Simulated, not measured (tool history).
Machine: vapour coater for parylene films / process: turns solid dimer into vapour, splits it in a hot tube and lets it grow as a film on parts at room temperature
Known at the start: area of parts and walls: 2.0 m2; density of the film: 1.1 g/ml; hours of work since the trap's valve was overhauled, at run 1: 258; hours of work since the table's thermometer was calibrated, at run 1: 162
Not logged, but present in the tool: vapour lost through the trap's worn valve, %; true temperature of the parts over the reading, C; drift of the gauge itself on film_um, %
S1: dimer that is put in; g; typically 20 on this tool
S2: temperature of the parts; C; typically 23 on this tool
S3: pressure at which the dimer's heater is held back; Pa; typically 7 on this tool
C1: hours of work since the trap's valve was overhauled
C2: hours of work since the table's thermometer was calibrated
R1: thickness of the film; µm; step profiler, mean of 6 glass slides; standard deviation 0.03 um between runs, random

| run | hour | S1 | S2 | S3 | C1 | C2 | R1 |
|---|---|---|---|---|---|---|---|
| 1 | 0 | 20 | 23 | 7 | 258 | 162 | 4.37 |
| 2 | 14.2 | 20 | 23 | 2.95 | 264 | 168 | 4.93 |
| 3 | 26.2 | 20 | 23 | 2.95 | 269 | 173 | 4.89 |
| 4 | 34.5 | 16 | 23 | 7 | 272 | 176 | 3.46 |
| 5 | 41.8 | 16 | 23 | 6 | 275 | 179 | 3.56 |
| 6 | 56.7 | 16 | 29 | 6 | 282 | 185 | 2.62 |
| 7 | 70.2 | 16 | 29 | 6 | 287 | 191 | 2.66 |
| 8 | 80.9 | 20 | 23 | 7 | 292 | 196 | 4.32 |
| 9 | 97.9 | 20 | 23 | 7 | 299 | 203 | 4.31 |
| 10 | 112.1 | 20 | 23 | 7 | 305 | 209 | 4.32 |
| 11 | 120.2 | 20 | 23 | 7 | 308 | 212 | 4.37 |
| 12 | 129.9 | 18 | 20 | 7 | 312 | 216 | 4.47 |
| 13 | 136.9 | 16 | 20 | 2.21 | 315 | 219 | 4.66 |
| 14 | 149.2 | 20 | 23 | 2.43 | 320 | 224 | 5.06 |
| 15 | 156.8 | 15 | 23 | 2.43 | 324 | 227 | 3.76 |
| 16 | 167.4 | 20 | 23 | 3.37 | 328 | 232 | 4.81 |
| 17 | 181.9 | 20 | 23 | 3.37 | 334 | 238 | 4.79 |
| 18 | 189.2 | 20 | 23 | 3.37 | 337 | 241 | 4.75 |
| 19 | 201.7 | 32 | 34 | 3.63 | 342 | 246 | 4.5 |
| 20 | 216.4 | 32 | 34 | 3.63 | 348 | 252 | 4.49 |
| 21 | 233.4 | 33 | 34 | 3.63 | 356 | 259 | 4.62 |
|  | 243.1 | trap's valve overhauled |
| 22 | 249.9 | 10 | 34 | 4.58 | 3 | 265 | 1.37 |

Hidden state at the last listed run before each entry between runs and at the first one after, where it differs:
In the gap between runs 21 and 22: trap's valve overhauled (hour 243.1)
  vapour lost through the trap's worn valve, %: 0.2 -> 0
